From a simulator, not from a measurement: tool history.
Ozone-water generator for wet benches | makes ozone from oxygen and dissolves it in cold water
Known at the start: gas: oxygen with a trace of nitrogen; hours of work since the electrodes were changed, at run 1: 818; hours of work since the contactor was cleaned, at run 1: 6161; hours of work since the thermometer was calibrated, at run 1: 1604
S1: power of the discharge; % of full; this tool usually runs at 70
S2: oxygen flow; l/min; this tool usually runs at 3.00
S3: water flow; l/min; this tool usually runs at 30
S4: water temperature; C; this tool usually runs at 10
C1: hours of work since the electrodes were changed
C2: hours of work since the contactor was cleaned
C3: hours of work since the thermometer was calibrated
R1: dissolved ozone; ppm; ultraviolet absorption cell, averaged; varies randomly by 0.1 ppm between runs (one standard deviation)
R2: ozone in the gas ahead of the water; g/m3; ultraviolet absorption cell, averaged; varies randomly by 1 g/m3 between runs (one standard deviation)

run,hour,S1,S2,S3,S4,C1,C2,C3,R1,R2
1,0.0,70,3.00,30,10,818,6161,1604,11.1,179.9
2,26.9,41,3.00,30,10,840,6183,1626,7.1,115.2
3,52.9,41,3.00,30,10,861,6204,1647,7.2,117.0
4,66.0,41,3.00,30,10,872,6215,1657,7.2,116.9
5,86.8,41,3.00,30,10,889,6232,1674,7.1,116.4
6,110.4,41,3.00,30,10,908,6251,1694,7.2,117.9
7,123.8,41,3.00,30,10,919,6262,1705,7.2,117.1
8,136.7,70,3.00,30,10,929,6273,1715,11.1,183.3
9,165.4,70,3.00,30,10,953,6296,1738,11.2,183.7
10,190.7,70,3.00,30,10,973,6317,1759,11.0,184.6
11,217.8,70,3.00,30,10,995,6339,1781,11.2,185.2
12,245.9,70,3.00,30,10,1018,6361,1804,11.1,182.7
13,266.1,41,3.00,30,10,1035,6378,1820,7.0,118.6
14,286.6,41,3.00,30,10,1051,6395,1837,7.3,118.7
15,301.3,70,3.00,30,10,1063,6407,1849,11.1,186.8
16,327.4,70,3.00,30,10,1084,6428,1870,11.1,185.1
17,346.9,70,3.00,30,10,1100,6444,1886,11.1,184.4
18,374.2,85,5.01,33,10,1123,6466,1908,12.9,158.8
19,386.3,85,5.01,33,10,1132,6476,1918,12.7,156.9
20,402.1,70,2.00,30,16,1145,6489,1931,9.8,237.1
21,431.0,70,2.07,38,16,1169,6512,1955,7.8,235.6
22,453.8,70,2.07,38,16,1187,6531,1973,7.7,235.9
23,483.7,70,2.07,38,16,1212,6555,1998,7.8,235.3
24,501.0,99,4.12,30,13,1226,6569,2012,15.0,206.1
25,522.7,99,4.12,30,13,1243,6587,2029,15.5,205.5
26,546.6,70,3.00,25,10,1263,6606,2049,13.6,186.1
27,572.3,70,3.00,25,10,1284,6627,2070,13.2,186.7
28,590.1,70,4.17,34,7,1298,6642,2084,10.6,152.1
29,606.8,70,4.17,34,7,1312,6655,2098,10.7,151.8
30,633.5,83,4.17,34,7,1334,6677,2120,12.0,176.6
# hour 642.9: gauge calibrated
31,649.5,70,2.17,30,10,1347,6690,2133,10.3,224.1
32,663.6,75,2.81,26,8,1358,6702,2144,13.6,199.6

The next listed run, before its measurement:
# hour 693.8: contactor cleaned
33,697.6,81,2.28,28,8,1383,3,2169,?,?

{"run 33": {"R1": 13.0, "R2": 245.3}}
Without the tool's hidden state the same run would have given R1 13.0 ppm, R2 244.9 g/m3.
